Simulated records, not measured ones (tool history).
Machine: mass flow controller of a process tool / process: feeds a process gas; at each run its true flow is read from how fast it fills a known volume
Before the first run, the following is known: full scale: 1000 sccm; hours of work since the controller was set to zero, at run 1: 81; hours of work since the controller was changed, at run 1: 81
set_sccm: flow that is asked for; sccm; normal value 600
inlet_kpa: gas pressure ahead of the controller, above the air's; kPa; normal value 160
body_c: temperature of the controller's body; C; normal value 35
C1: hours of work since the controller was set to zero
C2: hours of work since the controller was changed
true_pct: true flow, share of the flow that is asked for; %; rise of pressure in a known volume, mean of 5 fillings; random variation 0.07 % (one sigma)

Run 1, day 0.000: usual settings; C1 81; C2 81. Result: true_pct 99.00 %.
Run 2, day 8.383: usual settings; C1 158; C2 158. Result: true_pct 99.20 %.
Run 3, day 22.312: usual settings; C1 285; C2 285. Result: true_pct 99.26 %.
Run 4, day 36.029: usual settings; C1 410; C2 410. Result: true_pct 99.20 %.
Run 5, day 45.929: usual settings but set_sccm 449 sccm; C1 501; C2 501. Result: true_pct 99.11 %.
Run 6, day 54.579: usual settings; C1 580; C2 580. Result: true_pct 99.42 %.
Run 7, day 67.854: usual settings; C1 701; C2 701. Result: true_pct 99.47 %.
Run 8, day 74.962: usual settings; C1 766; C2 766. Result: true_pct 99.52 %.
Run 9, day 87.000: usual settings; C1 876; C2 876. Result: true_pct 99.53 %.
Run 10, day 97.571: usual settings; C1 972; C2 972. Result: true_pct 99.71 %.
Run 11, day 107.412: usual settings but inlet_kpa 235 kPa; C1 1062; C2 1062. Result: true_pct 99.10 %.
Run 12, day 115.362: usual settings but inlet_kpa 235 kPa; C1 1135; C2 1135. Result: true_pct 99.26 %.
Run 13, day 129.779: usual settings; C1 1266; C2 1266. Result: true_pct 99.86 %.
Run 14, day 144.267: usual settings but set_sccm 451 sccm; C1 1399; C2 1399. Result: true_pct 99.71 %.
Run 15, day 156.321: usual settings but set_sccm 451 sccm; C1 1509; C2 1509. Result: true_pct 99.74 %.
Run 16, day 163.583: usual settings but set_sccm 451 sccm; C1 1575; C2 1575. Result: true_pct 99.89 %.
Run 17, day 174.404: usual settings but set_sccm 451 sccm; C1 1674; C2 1674. Result: true_pct 99.93 %.
Run 18, day 190.396: usual settings; C1 1820; C2 1820. Result: true_pct 100.32 %.
Run 19, day 200.179: usual settings but set_sccm 196 sccm; C1 1909; C2 1909. Result: true_pct 100.01 %.
Run 20, day 208.750: usual settings but set_sccm 196 sccm; C1 1988; C2 1988. Result: true_pct 99.87 %.
Run 21, day 220.162: usual settings but set_sccm 196 sccm; C1 2092; C2 2092. Result: true_pct 99.94 %.
Run 22, day 229.558: usual settings but set_sccm 196 sccm; C1 2178; C2 2178. Result: true_pct 100.01 %.
Run 23, day 237.650: usual settings but set_sccm 196 sccm; C1 2251; C2 2251. Result: true_pct 100.11 %.
Run 24, day 245.629: usual settings but set_sccm 196 sccm; C1 2324; C2 2324. Result: true_pct 100.17 %.
Run 25, day 259.225: usual settings but set_sccm 103 sccm; C1 2449; C2 2449. Result: true_pct 100.14 %.
Run 26, day 271.296: usual settings but set_sccm 475 sccm, inlet_kpa 149 kPa, body_c 32 C; C1 2559; C2 2559. Result: true_pct 100.88 %.
Run 27, day 279.092: usual settings but set_sccm 233 sccm; C1 2630; C2 2630. Result: true_pct 100.32 %.
Run 28, day 288.971: usual settings but set_sccm 170 sccm, inlet_kpa 205 kPa, body_c 25 C; C1 2720; C2 2720. Result: true_pct 100.86 %.
Run 29, day 295.804: usual settings but set_sccm 699 sccm, inlet_kpa 157 kPa, body_c 25 C; C1 2783; C2 2783. Result: true_pct 101.94 %.
Run 30, day 311.204: usual settings but set_sccm 555 sccm, inlet_kpa 157 kPa; C1 2923; C2 2923. Result: true_pct 100.90 %.
Run 31, day 327.079: usual settings but set_sccm 555 sccm, inlet_kpa 157 kPa; C1 3068; C2 3068. Result: true_pct 101.08 %.
Run 32, day 336.850: usual settings but set_sccm 555 sccm, inlet_kpa 195 kPa, body_c 30 C; C1 3157; C2 3157. Result: true_pct 101.13 %.
Run 33, day 347.275: usual settings but set_sccm 555 sccm, inlet_kpa 195 kPa, body_c 30 C; C1 3253; C2 3253. Result: true_pct 101.23 %.
Run 34, day 361.862: usual settings but set_sccm 136 sccm, inlet_kpa 234 kPa, body_c 24 C; C1 3386; C2 3386. Result: true_pct 101.25 %.
Run 35, day 373.233: usual settings but set_sccm 136 sccm, inlet_kpa 234 kPa, body_c 24 C; C1 3490; C2 3490. Result: true_pct 101.37 %.
Run 36, day 380.200: usual settings but set_sccm 301 sccm, inlet_kpa 144 kPa, body_c 37 C; C1 3553; C2 3553. Result: true_pct 100.96 %.
Run 37, day 388.054: usual settings but set_sccm 820 sccm, inlet_kpa 158 kPa, body_c 28 C; C1 3625; C2 3625. Result: true_pct 102.42 %.
Run 38, day 398.067: usual settings but set_sccm 214 sccm, inlet_kpa 158 kPa, body_c 30 C; C1 3716; C2 3716. Result: true_pct 101.57 %.
Run 39, day 406.788: usual settings but set_sccm 236 sccm, inlet_kpa 240 kPa, body_c 32 C; C1 3796; C2 3796. Result: true_pct 100.78 %.
Run 40, day 419.875: usual settings but set_sccm 745 sccm, body_c 23 C; C1 3916; C2 3916. Result: true_pct 102.75 %.
Run 41, day 429.200: usual settings but set_sccm 304 sccm, inlet_kpa 187 kPa, body_c 28 C; C1 4001; C2 4001. Result: true_pct 101.81 %.
Run 42, day 438.475: usual settings but inlet_kpa 211 kPa; C1 4085; C2 4085. Result: true_pct 101.39 %.
Run 43, day 447.525: usual settings but inlet_kpa 211 kPa; C1 4168; C2 4168. Result: true_pct 101.36 %.
Run 44, day 458.558: usual settings but set_sccm 507 sccm, inlet_kpa 211 kPa, body_c 21 C; C1 4269; C2 4269. Result: true_pct 102.68 %.
Run 45, day 468.879: usual settings but inlet_kpa 150 kPa; C1 4363; C2 4363. Result: true_pct 101.94 %.
At day 478.883: gauge calibrated.
Run 46, day 478.883: usual settings but inlet_kpa 150 kPa; C1 4455; C2 4455. Result: true_pct 99.20 %.
Run 47, day 492.075: usual settings but inlet_kpa 150 kPa; C1 4575; C2 4575. Result: true_pct 99.16 %.

3 options for the next run, each taken on its own from the tool as it stands now. Forecast them:
Run A, day 503.212: usual settings but inlet_kpa 166 kPa, body_c 23 C; C1 4677; C2 4677. Result: true_pct ?.
Run B, day 503.212: usual settings but inlet_kpa 250 kPa; C1 4677; C2 4677. Result: true_pct ?.
Run C, day 503.212: usual settings but inlet_kpa 150 kPa, body_c 21 C; C1 4677; C2 4677. Result: true_pct ?.

run  true_pct
  A    100.20
  B     98.43
  C    100.54
Take away the tool's hidden state, keep each run's random variation, and the runs would have read:
run  true_pct
  A    100.04
  B     98.27
  C    100.38
